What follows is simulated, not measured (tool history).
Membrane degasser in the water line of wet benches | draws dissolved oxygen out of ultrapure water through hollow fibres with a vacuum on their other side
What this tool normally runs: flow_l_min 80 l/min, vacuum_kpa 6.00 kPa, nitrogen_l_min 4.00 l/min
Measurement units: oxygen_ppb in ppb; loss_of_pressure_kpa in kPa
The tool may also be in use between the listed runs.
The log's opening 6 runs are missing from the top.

run,hour,flow_l_min,vacuum_kpa,nitrogen_l_min,oxygen_ppb,loss_of_pressure_kpa
7,451.4,80,6.00,4.00,132.3,34.35
8,506.5,80,6.00,4.00,130.9,34.80
9,609.6,69,6.00,4.00,116.2,29.97
10,683.5,69,6.00,4.00,115.2,30.01
11,776.6,69,6.00,4.00,114.9,30.16
12,864.2,69,6.00,4.00,116.3,30.16
# hour 885.4: seals of the vacuum lines changed
13,950.9,80,6.00,4.00,134.6,35.18
14,997.6,50,6.00,4.00,85.2,21.56
15,1056.9,50,6.00,4.00,87.5,21.95
16,1106.7,74,6.00,4.00,123.1,32.37
17,1194.9,119,7.97,5.99,224.4,52.28
18,1281.0,119,7.97,5.99,225.4,52.05
19,1366.4,119,7.97,5.99,225.4,52.28
20,1424.3,97,6.00,3.49,178.9,42.43
21,1528.9,58,7.85,9.82,69.5,25.72
22,1624.4,80,6.00,3.25,160.3,35.12
23,1668.1,80,6.00,3.25,161.8,35.25
24,1759.0,93,8.32,1.84,483.0,41.16
25,1851.3,93,8.32,1.84,501.9,41.14
26,1953.5,80,4.10,4.00,52.3,35.52
27,2024.5,102,6.00,4.00,169.5,45.46
# hour 2076.1: vacuum gauge calibrated
28,2098.0,102,6.00,4.00,159.6,45.27
29,2177.1,102,6.00,4.00,164.8,45.34
30,2281.8,67,14.77,5.32,326.2,29.98
31,2355.3,67,14.77,5.32,329.3,30.13

Branching from run 31: 5 alternative next runs. What would each branch give?
A,2445.5,80,14.43,4.00,?,?
B,2445.5,67,9.46,2.85,?,?
C,2445.5,60,13.08,2.54,?,?
D,2445.5,89,14.08,5.32,?,?
E,2445.5,122,4.15,1.64,?,?

run,oxygen_ppb,loss_of_pressure_kpa
A,478.3,35.43
B,321.3,30.22
C,490.3,27.03
D,409.3,39.71
E,141.6,54.23
With no hidden state in the tool, these same runs would have given:
run,oxygen_ppb,loss_of_pressure_kpa
A,474.5,33.98
B,317.5,29.00
C,486.5,25.93
D,405.4,38.09
E,131.1,52.03
